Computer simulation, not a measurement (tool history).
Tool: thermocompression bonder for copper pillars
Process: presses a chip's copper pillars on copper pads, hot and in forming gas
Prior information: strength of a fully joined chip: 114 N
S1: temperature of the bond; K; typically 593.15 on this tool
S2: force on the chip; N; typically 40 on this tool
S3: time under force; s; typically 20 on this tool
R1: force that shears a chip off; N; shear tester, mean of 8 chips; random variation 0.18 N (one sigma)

{"run": 1, "hour": 0.0, "S1": 593.15, "S2": 40, "S3": 20, "R1": 46.7}
{"run": 2, "hour": 7.9, "S1": 593.15, "S2": 40, "S3": 20, "R1": 46.4}
{"run": 3, "hour": 13.9, "S1": 593.15, "S2": 40, "S3": 20, "R1": 46.3}
{"run": 4, "hour": 19.2, "S1": 593.15, "S2": 40, "S3": 20, "R1": 46.5}
{"run": 5, "hour": 25.2, "S1": 593.15, "S2": 40, "S3": 20, "R1": 46.3}
{"run": 6, "hour": 34.0, "S1": 593.15, "S2": 40, "S3": 20, "R1": 46.4}
{"hour": 36.5, "done": "heater calibrated with a thermocouple chip"}
{"run": 7, "hour": 41.2, "S1": 593.15, "S2": 40, "S3": 20, "R1": 46.2}
{"run": 8, "hour": 47.9, "S1": 593.15, "S2": 40, "S3": 20, "R1": 46.7}
{"run": 9, "hour": 55.5, "S1": 593.15, "S2": 40, "S3": 20, "R1": 46.4}
{"hour": 63.5, "done": "heater calibrated with a thermocouple chip, once more"}
{"run": 10, "hour": 64.6, "S1": 593.15, "S2": 40, "S3": 20, "R1": 45.2}
{"run": 11, "hour": 74.4, "S1": 593.15, "S2": 40, "S3": 20, "R1": 44.8}
{"run": 12, "hour": 86.5, "S1": 593.15, "S2": 40, "S3": 20, "R1": 45.1}
{"run": 13, "hour": 92.9, "S1": 593.15, "S2": 40, "S3": 20, "R1": 45.3}
{"run": 14, "hour": 99.3, "S1": 597.15, "S2": 35, "S3": 15, "R1": 37.2}
{"run": 15, "hour": 107.5, "S1": 613.15, "S2": 42, "S3": 20, "R1": 54.6}
{"run": 16, "hour": 117.1, "S1": 613.15, "S2": 42, "S3": 20, "R1": 54.7}
{"run": 17, "hour": 127.1, "S1": 591.15, "S2": 46, "S3": 33, "R1": 58.9}
{"run": 18, "hour": 136.9, "S1": 591.15, "S2": 46, "S3": 33, "R1": 58.6}
{"run": 19, "hour": 147.8, "S1": 591.15, "S2": 46, "S3": 33, "R1": 59.0}
{"run": 20, "hour": 153.6, "S1": 591.15, "S2": 46, "S3": 33, "R1": 58.7}

Alternative continuations, all from the tool just after run 20; predict every row:
{"run": "A", "hour": 161.1, "S1": 591.15, "S2": 46, "S3": 43, "R1": "?"}
{"run": "B", "hour": 161.1, "S1": 606.15, "S2": 31, "S3": 57, "R1": "?"}
{"run": "C", "hour": 161.1, "S1": 593.15, "S2": 40, "S3": 29, "R1": "?"}

run=A R1=64.2
run=B R1=59.4
run=C R1=51.4
Take away the tool's hidden state, keep each run's random variation, and the runs would have read:
run=A R1=67.3
run=B R1=62.4
run=C R1=54.0
